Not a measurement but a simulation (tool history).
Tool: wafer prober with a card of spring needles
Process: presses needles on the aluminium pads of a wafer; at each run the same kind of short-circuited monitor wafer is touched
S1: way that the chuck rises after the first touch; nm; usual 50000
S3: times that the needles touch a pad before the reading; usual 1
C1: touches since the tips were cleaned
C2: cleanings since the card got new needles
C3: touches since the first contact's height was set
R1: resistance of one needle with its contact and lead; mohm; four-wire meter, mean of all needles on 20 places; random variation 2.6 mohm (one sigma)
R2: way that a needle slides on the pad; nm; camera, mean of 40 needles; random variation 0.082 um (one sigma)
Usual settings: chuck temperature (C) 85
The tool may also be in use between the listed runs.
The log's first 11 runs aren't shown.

Run 12, hour 146.5: usual settings but S3 2; C1 3780; C2 59; C3 47446. Result: R1 325 mohm, R2 8170 nm.
At hour 147.8: tips cleaned on abrasive film.
At hour 160.7: tips cleaned on abrasive film.
Run 13, hour 161.8: usual settings but S3 2; C1 349; C2 61; C3 52336. Result: R1 303 mohm, R2 7990 nm.
At hour 174.2: tips cleaned on abrasive film.
Run 14, hour 180.2: usual settings but S1 40000 nm; C1 1950; C2 62; C3 58284. Result: R1 359 mohm, R2 6470 nm.
At hour 186.2: tips cleaned on abrasive film.
Run 15, hour 190.2: usual settings but S1 31000 nm; C1 1294; C2 63; C3 61493. Result: R1 376 mohm, R2 4810 nm.
At hour 198.3: tips cleaned on abrasive film.
Run 16, hour 207.1: usual settings but S1 31000 nm; C1 2866; C2 64; C3 66962. Result: R1 429 mohm, R2 4850 nm.
At hour 210.3: tips cleaned on abrasive film.
Run 17, hour 217.6: usual settings but S1 36000 nm; C1 2394; C2 65; C3 70348. Result: R1 383 mohm, R2 5650 nm.
At hour 222.3: tips cleaned on abrasive film.
Run 18, hour 229.9: usual settings but S1 70000 nm; C1 2481; C2 66; C3 74320. Result: R1 315 mohm, R2 11440 nm.
At hour 234.7: tips cleaned on abrasive film.
Run 19, hour 244.1: usual settings but S1 70000 nm; C1 3078; C2 67; C3 78896. Result: R1 308 mohm, R2 11380 nm.
At hour 247.5: tips cleaned on abrasive film.
Run 20, hour 259.3: usual settings but S1 37000 nm, chuck temperature (C) 41; C1 3838; C2 68; C3 83790. Result: R1 394 mohm, R2 5860 nm.
At hour 261: tips cleaned on abrasive film.
At hour 273.5: tips cleaned on abrasive film.
Run 21, hour 274.7: usual settings but S1 38000 nm, S3 2; C1 376; C2 70; C3 88721. Result: R1 321 mohm, R2 6040 nm.
At hour 285.7: tips cleaned on abrasive film.
Run 22, hour 295.3: usual settings but S1 38000 nm, S3 2; C1 3109; C2 71; C3 95398. Result: R1 354 mohm, R2 6020 nm.
At hour 298.7: tips cleaned on abrasive film.
Run 23, hour 306.4: usual settings but S1 39000 nm, chuck temperature (C) 45, S3 3; C1 2491; C2 72; C3 98958. Result: R1 321 mohm, R2 6140 nm.
At hour 311: tips cleaned on abrasive film.
Run 24, hour 316.1: usual settings but chuck temperature (C) 101; C1 1669; C2 73; C3 102100. Result: R1 335 mohm, R2 7920 nm.
At hour 324.3: tips cleaned on abrasive film.
Run 25, hour 333.9: usual settings but chuck temperature (C) 109, S3 2; C1 3102; C2 74; C3 107829. Result: R1 336 mohm, R2 7870 nm.
At hour 337.4: tips cleaned on abrasive film.
Run 26, hour 345.6: usual settings but chuck temperature (C) 109, S3 2; C1 2683; C2 75; C3 111616. Result: R1 330 mohm, R2 7760 nm.
At hour 350.3: tips cleaned on abrasive film.
Run 27, hour 356.8: usual settings but S1 52000 nm, chuck temperature (C) 70, S3 2; C1 2085; C2 76; C3 115204. Result: R1 318 mohm, R2 8060 nm.
At hour 362.3: tips cleaned on abrasive film.
Run 28, hour 370: usual settings but S1 42000 nm, chuck temperature (C) 34, S3 3; C1 2516; C2 77; C3 119489. Result: R1 310 mohm, R2 6630 nm.
At hour 374.3: tips cleaned on abrasive film.
At hour 386.5: tips cleaned on abrasive film.
Run 29, hour 390.6: usual settings; C1 1337; C2 79; C3 126100. Result: R1 327 mohm, R2 7760 nm.
At hour 399.9: tips cleaned on abrasive film.
Run 30, hour 401.2: usual settings; C1 422; C2 80; C3 129511. Result: R1 311 mohm, R2 7780 nm.
At hour 411.9: tips cleaned on abrasive film.
Run 31, hour 416.8: usual settings but S1 48000 nm, chuck temperature (C) 80; C1 1572; C2 81; C3 134547. Result: R1 333 mohm, R2 7230 nm.
At hour 425.2: tips cleaned on abrasive film.
Run 32, hour 433.6: usual settings but S1 64000 nm, chuck temperature (C) 29, S3 2; C1 2739; C2 82; C3 139993. Result: R1 297 mohm, R2 10000 nm.

4 ways to go on from here, each from the tool as it stands after run 32. What would each give?
At hour 438.3: tips cleaned on abrasive film.
At hour 450.5: tips cleaned on abrasive film.
Run A, hour 452: usual settings but S1 64000 nm, chuck temperature (C) 29, S3 2; C1 485; C2 84; C3 145895. Result: R1 ?, R2 ?.
At hour 438.3: tips cleaned on abrasive film.
At hour 450.5: tips cleaned on abrasive film.
Run B, hour 452: usual settings but S1 41000 nm, chuck temperature (C) 55; C1 485; C2 84; C3 145895. Result: R1 ?, R2 ?.
At hour 438.3: tips cleaned on abrasive film.
At hour 450.5: tips cleaned on abrasive film.
Run C, hour 452: usual settings; C1 485; C2 84; C3 145895. Result: R1 ?, R2 ?.
At hour 438.3: tips cleaned on abrasive film.
At hour 450.5: tips cleaned on abrasive film.
Run D, hour 452: usual settings but S1 62000 nm, chuck temperature (C) 25; C1 485; C2 84; C3 145895. Result: R1 ?, R2 ?.

run   R1     R2
  A  281  10060
  B  318   6330
  C  314   7670
  D  290   9690
Without the tool's hidden state the same runs would have given:
run   R1     R2
  A  273  10520
  B  292   6800
  C  296   8140
  D  278  10160

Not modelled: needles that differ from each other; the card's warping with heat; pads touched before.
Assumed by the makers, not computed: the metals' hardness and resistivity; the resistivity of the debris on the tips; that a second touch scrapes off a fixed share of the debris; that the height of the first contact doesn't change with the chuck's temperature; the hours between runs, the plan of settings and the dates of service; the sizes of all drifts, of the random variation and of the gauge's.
